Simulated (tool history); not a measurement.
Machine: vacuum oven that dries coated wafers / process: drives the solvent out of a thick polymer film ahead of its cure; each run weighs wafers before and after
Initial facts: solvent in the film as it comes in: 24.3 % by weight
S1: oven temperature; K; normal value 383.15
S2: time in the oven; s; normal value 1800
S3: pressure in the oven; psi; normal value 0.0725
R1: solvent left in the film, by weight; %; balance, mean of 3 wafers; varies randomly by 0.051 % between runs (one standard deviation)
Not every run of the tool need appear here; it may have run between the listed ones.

run	day	S1	S2	S3	R1
1	0.000	383.15	1800	0.0725	1.42
2	4.004	383.15	1500	0.0725	1.86
3	6.500	383.15	1500	0.0725	1.89
4	11.579	390.15	1800	0.0725	0.87
5	14.267	390.15	1800	0.0725	0.74
6	18.679	383.15	1800	0.0725	1.52
7	22.533	383.15	1800	0.0725	1.46
8	26.938	374.15	1800	0.0725	3.36
# day 27.438: vacuum gauge cleaned of residue and calibrated
9	29.446	374.15	1800	0.2374	4.58
10	32.096	369.15	1800	0.2374	6.32
11	35.058	369.15	1800	0.2374	6.47
12	39.675	383.15	1800	0.1217	2.11
# day 41.838: vacuum gauge cleaned of residue and calibrated, once more
13	43.483	383.15	1800	0.1217	1.39
14	46.596	383.15	1800	0.1217	1.50
15	49.942	394.15	1080	0.2125	1.59
16	52.554	380.15	1800	0.0725	1.50
17	57.021	382.15	2580	0.1276	1.07
18	60.354	378.15	2160	0.2039	2.30
19	64.238	378.15	2100	0.1188	1.85
20	69.258	378.15	2100	0.1188	1.78
21	73.717	385.15	2820	0.0711	0.56
22	76.383	385.15	1320	0.0379	1.64
23	81.671	385.15	1320	0.0379	1.69
24	85.746	395.15	2880	0.2308	1.02
25	90.983	395.15	2880	0.2308	0.98
26	93.675	386.15	1860	0.2308	1.77
27	98.042	393.15	960	0.0777	1.84

Forecast each of these 5 alternatives for the next run:
A	102.021	393.15	1440	0.0461	?
B	102.021	382.15	960	0.0392	?
C	102.021	393.15	900	0.0772	?
D	102.021	387.15	1560	0.2338	?
E	102.021	389.15	1380	0.2661	?

run	R1
A	0.78
B	4.13
C	2.02
D	2.00
E	2.11
Had the tool no hidden state, the same runs would have come out as:
run	R1
A	0.56
B	3.64
C	1.69
D	1.69
E	1.80
